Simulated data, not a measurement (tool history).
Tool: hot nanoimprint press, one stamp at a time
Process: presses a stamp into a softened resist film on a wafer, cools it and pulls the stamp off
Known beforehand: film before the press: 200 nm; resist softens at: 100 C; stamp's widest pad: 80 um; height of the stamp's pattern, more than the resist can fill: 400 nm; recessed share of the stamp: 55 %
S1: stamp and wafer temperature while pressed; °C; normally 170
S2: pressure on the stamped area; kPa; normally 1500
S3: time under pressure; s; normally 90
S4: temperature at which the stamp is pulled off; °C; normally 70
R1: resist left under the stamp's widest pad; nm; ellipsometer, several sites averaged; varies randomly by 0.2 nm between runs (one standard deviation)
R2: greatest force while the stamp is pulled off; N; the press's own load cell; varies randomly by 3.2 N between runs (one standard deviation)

run,hour,S1,S2,S3,S4,R1,R2
1,0,170,1500,90,70,97.3,157
2,5.5,170,1500,90,70,97.3,156
3,13.2,170,1500,90,70,97.5,157
4,18.8,167,1500,90,70,105.6,158
5,25.4,167,1500,90,70,106.3,156
6,31.4,167,1500,90,70,105.4,161
7,42.4,170,1500,169,70,76.8,154
8,49.6,170,1500,148,70,80.6,154
9,55.5,170,1500,148,70,80.9,157
10,64.4,170,1500,90,70,96.9,154
11,69.6,170,1630,90,70,93,158
12,75.8,170,1630,90,70,93.3,156
13,80.3,170,1500,70,70,105.5,156
14,88.9,170,1500,90,70,96.8,158
15,99.7,170,1500,54,70,114.5,154
16,107.8,164,1500,90,70,113.9,155
17,113.3,164,1500,90,70,113.9,153
18,123.3,181,1100,90,67,83.5,166
19,132.2,181,1100,94,67,82.4,169
20,141.7,166,1100,79,66,126.6,168
21,146.3,166,1100,79,68,126.8,162
22,151.9,166,1100,79,68,126.2,164
23,156.4,176,1100,55,57,111.6,202
24,163.5,176,1100,55,57,111.7,202
25,173.3,176,1090,153,70,78,157
26,178.3,176,1090,153,70,77.8,155
27,183.7,170,1230,129,77,92.3,127
28,192.2,178,1600,129,69,64.7,158
29,200.9,178,1600,129,69,64.5,161
30,209.7,178,1600,129,69,64.7,160
31,216.3,170,1050,120,64,101.6,180

Below are 3 alternative next runs, each starting from the tool's condition after run 31. Predict each:
A,226.9,180,1050,51,65,?,?
B,226.9,177,1490,90,78,?,?
C,226.9,170,920,140,59,?,?

run,R1,R2
A,105.9,170
B,78.9,125
C,102,203
With no hidden state in the tool, these same runs would have given:
run,R1,R2
A,108.4,169
B,80.8,124
C,104.5,201
